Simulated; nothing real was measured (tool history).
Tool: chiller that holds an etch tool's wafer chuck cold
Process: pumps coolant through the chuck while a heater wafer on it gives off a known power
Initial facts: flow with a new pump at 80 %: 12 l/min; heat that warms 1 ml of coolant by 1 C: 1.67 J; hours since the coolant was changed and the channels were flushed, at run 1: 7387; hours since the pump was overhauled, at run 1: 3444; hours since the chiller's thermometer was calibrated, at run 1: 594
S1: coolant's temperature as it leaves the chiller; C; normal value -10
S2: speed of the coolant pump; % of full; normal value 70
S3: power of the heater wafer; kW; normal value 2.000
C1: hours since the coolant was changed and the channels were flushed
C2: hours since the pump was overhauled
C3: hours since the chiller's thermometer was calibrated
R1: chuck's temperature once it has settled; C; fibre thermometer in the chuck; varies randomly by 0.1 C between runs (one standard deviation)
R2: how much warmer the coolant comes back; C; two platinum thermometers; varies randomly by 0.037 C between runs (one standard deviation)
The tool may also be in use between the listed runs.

Run 1, hour 0.0: usual settings; C1 7387; C2 3444; C3 594. Result: R1 6.2 C, R2 7.48 C.
Run 2, hour 65.3: usual settings; C1 7453; C2 3510; C3 659. Result: R1 6.1 C, R2 7.46 C.
Run 3, hour 187.0: usual settings; C1 7574; C2 3631; C3 781. Result: R1 6.2 C, R2 7.39 C.
Run 4, hour 247.0: usual settings; C1 7634; C2 3691; C3 841. Result: R1 6.2 C, R2 7.46 C.
Run 5, hour 318.8: usual settings but S2 71 % of full; C1 7706; C2 3763; C3 913. Result: R1 6.3 C, R2 7.35 C.
Run 6, hour 392.3: usual settings but S3 2.441 kW; C1 7780; C2 3837; C3 986. Result: R1 9.9 C, R2 9.11 C.
Run 7, hour 456.1: usual settings but S3 2.441 kW; C1 7844; C2 3900; C3 1050. Result: R1 10.2 C, R2 9.15 C.
Run 8, hour 533.7: usual settings; C1 7921; C2 3978; C3 1128. Result: R1 6.7 C, R2 7.51 C.
Run 9, hour 659.9: usual settings; C1 8047; C2 4104; C3 1254. Result: R1 6.4 C, R2 7.59 C.
At hour 692.7: coolant changed, channels flushed.
Run 10, hour 776.2: usual settings; C1 83; C2 4214; C3 1364. Result: R1 4.9 C, R2 7.55 C.
Run 11, hour 833.6: usual settings; C1 141; C2 4272; C3 1421. Result: R1 5.0 C, R2 7.54 C.
Run 12, hour 901.6: usual settings; C1 209; C2 4340; C3 1489. Result: R1 5.0 C, R2 7.56 C.
Run 13, hour 1006.5: usual settings but S3 2.623 kW; C1 314; C2 4445; C3 1594. Result: R1 9.7 C, R2 10.00 C.
Run 14, hour 1116.6: usual settings but S3 2.623 kW; C1 424; C2 4555; C3 1704. Result: R1 9.5 C, R2 9.92 C.
Run 15, hour 1209.2: usual settings but S3 2.953 kW; C1 517; C2 4647; C3 1797. Result: R1 12.3 C, R2 11.14 C.
Run 16, hour 1305.6: usual settings but S1 -7 C, S3 1.210 kW; C1 613; C2 4744; C3 1893. Result: R1 2.0 C, R2 4.61 C.
Run 17, hour 1413.5: usual settings but S1 -7 C, S2 72 % of full, S3 2.208 kW; C1 721; C2 4852; C3 2001. Result: R1 9.3 C, R2 8.15 C.
Run 18, hour 1465.2: usual settings but S1 -7 C, S2 72 % of full, S3 2.208 kW; C1 772; C2 4903; C3 2053. Result: R1 9.2 C, R2 8.14 C.
Run 19, hour 1592.8: usual settings but S3 1.190 kW; C1 900; C2 5031; C3 2181. Result: R1 -1.2 C, R2 4.51 C.
Run 20, hour 1685.1: usual settings but S2 83 % of full, S3 2.897 kW; C1 992; C2 5123; C3 2273. Result: R1 9.3 C, R2 9.19 C.
Run 21, hour 1747.2: usual settings but S2 83 % of full, S3 2.897 kW; C1 1055; C2 5185; C3 2335. Result: R1 9.4 C, R2 9.24 C.
Run 22, hour 1834.0: usual settings but S2 83 % of full, S3 2.897 kW; C1 1141; C2 5272; C3 2422. Result: R1 9.3 C, R2 9.17 C.
Run 23, hour 1922.3: usual settings but S1 -20 C, S2 84 % of full, S3 2.337 kW; C1 1230; C2 5361; C3 2510. Result: R1 -4.6 C, R2 7.38 C.
Run 24, hour 2047.6: usual settings but S1 -4 C, S2 98 % of full; C1 1355; C2 5486; C3 2635. Result: R1 7.8 C, R2 5.38 C.
Run 25, hour 2111.8: usual settings but S1 -4 C, S2 98 % of full; C1 1419; C2 5550; C3 2700. Result: R1 7.6 C, R2 5.35 C.
Run 26, hour 2165.5: usual settings but S1 -2 C, S2 98 % of full; C1 1473; C2 5604; C3 2753. Result: R1 9.7 C, R2 5.41 C.
Run 27, hour 2239.6: usual settings but S1 -2 C, S2 98 % of full; C1 1547; C2 5678; C3 2827. Result: R1 9.9 C, R2 5.36 C.
Run 28, hour 2330.3: usual settings but S1 -6 C, S3 1.047 kW; C1 1638; C2 5769; C3 2918. Result: R1 2.0 C, R2 4.04 C.

Alternative continuations, all from the tool just after run 28; predict every row:
Run A, hour 2420.8: usual settings but S2 89 % of full, S3 1.050 kW; C1 1728; C2 5859; C3 3009. Result: R1 ?, R2 ?.
Run B, hour 2420.8: usual settings but S1 -4 C, S2 65 % of full, S3 1.948 kW; C1 1728; C2 5859; C3 3009. Result: R1 ?, R2 ?.
Run C, hour 2420.8: usual settings but S1 -4 C, S2 61 % of full, S3 1.302 kW; C1 1728; C2 5859; C3 3009. Result: R1 ?, R2 ?.
Run D, hour 2420.8: usual settings but S1 -13 C, S2 68 % of full, S3 2.451 kW; C1 1728; C2 5859; C3 3009. Result: R1 ?, R2 ?.

run    R1    R2
  A  -3.3  3.12
  B  12.1  8.20
  C   7.2  5.86
  D   6.4  9.76
Without the tool's hidden state the same runs would have given:
run    R1    R2
  A  -3.8  2.80
  B  10.7  7.33
  C   6.3  5.25
  D   4.7  8.73
